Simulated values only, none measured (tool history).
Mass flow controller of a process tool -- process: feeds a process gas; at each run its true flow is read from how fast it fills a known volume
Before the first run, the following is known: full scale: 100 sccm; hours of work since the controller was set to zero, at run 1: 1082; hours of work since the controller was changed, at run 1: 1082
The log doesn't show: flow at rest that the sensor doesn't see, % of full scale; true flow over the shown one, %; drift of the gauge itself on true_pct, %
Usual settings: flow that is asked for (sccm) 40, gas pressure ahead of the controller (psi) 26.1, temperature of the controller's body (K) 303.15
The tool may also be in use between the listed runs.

run     hour  flow that is asked for (sccm)  gas pressure ahead of the controller (psi)  temperature of the controller's body (K)  hours of work since the controller was set to zero  hours of work since the controller was changed  true flow (%)
  1        0                             40                                        26.1                                    303.15                                                1082                                            1082          97.87
  2    224.8                             40                                        26.1                                    303.15                                                1157                                            1157          97.86
  3      471                             40                                        26.1                                    303.15                                                1238                                            1238          97.73
  4    711.9                             40                                        26.1                                    303.15                                                1318                                            1318           97.6
  5    999.8                             56                                        26.1                                    303.15                                                1413                                            1413           98.1
  6   1369.1                             40                                        26.1                                    305.15                                                1535                                            1535          97.34
  7     1719                             40                                        26.1                                    303.15                                                1651                                            1651          97.33
  8   1900.3                             40                                        26.1                                    304.15                                                1711                                            1711          97.19
  9   2208.1                             40                                        26.1                                    304.15                                                1812                                            1812           97.2
 10   2451.1                             40                                        26.1                                    311.15                                                1893                                            1893           96.6
 11     2841                             40                                        26.1                                    311.15                                                2022                                            2022          96.34
 12   3184.9                             40                                        24.1                                    303.15                                                2135                                            2135          96.72
 13   3409.7                             40                                        20.5                                    303.15                                                2210                                            2210          96.68
 14   3607.7                             40                                        20.5                                    303.15                                                2275                                            2275          96.55
 15   3956.9                             40                                        20.5                                    303.15                                                2391                                            2391          96.49
 16   4205.3                             40                                        20.5                                    303.15                                                2473                                            2473          96.37
 17   4582.7                             40                                        20.5                                    303.15                                                2597                                            2597          96.36
 18   4825.5                             46                                        26.1                                    303.15                                                2678                                            2678           96.5
 19   5130.9                             46                                        26.1                                    303.15                                                2779                                            2779          96.28
 20   5492.2                             46                                        26.1                                    303.15                                                2898                                            2898          96.31
 21   5718.9                             40                                        26.1                                    303.15                                                2973                                            2973          96.13
 22     5913                             40                                        26.1                                    303.15                                                3037                                            3037          95.93
 23   6146.5                             40                                        26.1                                    303.15                                                3114                                            3114          95.81
 24   6554.2                             40                                        26.1                                    303.15                                                3249                                            3249           95.8
 25   6896.9                             59                                        26.1                                    303.15                                                3362                                            3362          96.12
 26     7072                             59                                        26.1                                    303.15                                                3420                                            3420          96.14
 27   7283.2                             59                                        26.1                                    303.15                                                3490                                            3490          95.98
 28   7536.6                             59                                        26.1                                    303.15                                                3574                                            3574          95.82
 29   7855.1                             12                                        26.4                                    294.15                                                3679                                            3679          95.22
 30   8261.5                             15                                        20.9                                    295.15                                                3814                                            3814          95.11
      8408.1  -- gauge calibrated
 31   8656.8                             13                                        23.9                                    299.15                                                3944                                            3944          97.37
 32   9021.2                             19                                        26.1                                    302.15                                                4065                                            4065          97.13
 33   9194.6                             19                                        26.1                                    302.15                                                4122                                            4122          97.09
 34   9591.8                             19                                        26.1                                    302.15                                                4253                                            4253          97.06
 35   9797.1                             39                                        38.4                                    303.15                                                4321                                            4321          97.55
 36  10130.9                             13                                          27                                    303.15                                                4432                                            4432          96.65
 37    10355                             31                                        21.2                                    310.15                                                4506                                            4506          96.39
 38  10525.2                             31                                        21.2                                    310.15                                                4562                                            4562          96.36
 39  10793.7                             48                                        27.1                                    296.15                                                4651                                            4651          97.82
 40  11044.4                             14                                        26.1                                    303.15                                                4734                                            4734          96.22
 41  11209.5                             14                                        26.1                                    303.15                                                4788                                            4788          96.28
 42  11481.8                             40                                        26.1                                    312.15                                                4878                                            4878          96.15
 43  11689.6                             40                                        26.1                                    297.15                                                4947                                            4947          97.16
 44  12016.4                             40                                        26.1                                    297.15                                                5055                                            5055          97.17
 45  12384.3                             46                                        26.1                                    295.15                                                5177                                            5177          97.36
 46  12561.8                             89                                        26.1                                    295.15                                                5235                                            5235          98.37
 47  12854.2                             89                                        26.1                                    295.15                                                5332                                            5332          98.32
 48  13087.1                             40                                        32.9                                    305.15                                                5409                                            5409          96.32

What if the next run were any one of these 3? Each begins from the tool's condition after run 48:
  A  13482.5                             40                                        27.7                                    307.15                                                5540                                            5540              ?
  B  13482.5                             21                                        26.1                                    303.15                                                5540                                            5540              ?
  C  13482.5                             59                                        22.9                                    309.15                                                5540                                            5540              ?

run  true flow (%)
  A          95.89
  B          95.75
  C          96.29
Take away the tool's hidden state, keep each run's random variation, and the runs would have read:
run  true flow (%)
  A          97.59
  B          97.46
  C             98

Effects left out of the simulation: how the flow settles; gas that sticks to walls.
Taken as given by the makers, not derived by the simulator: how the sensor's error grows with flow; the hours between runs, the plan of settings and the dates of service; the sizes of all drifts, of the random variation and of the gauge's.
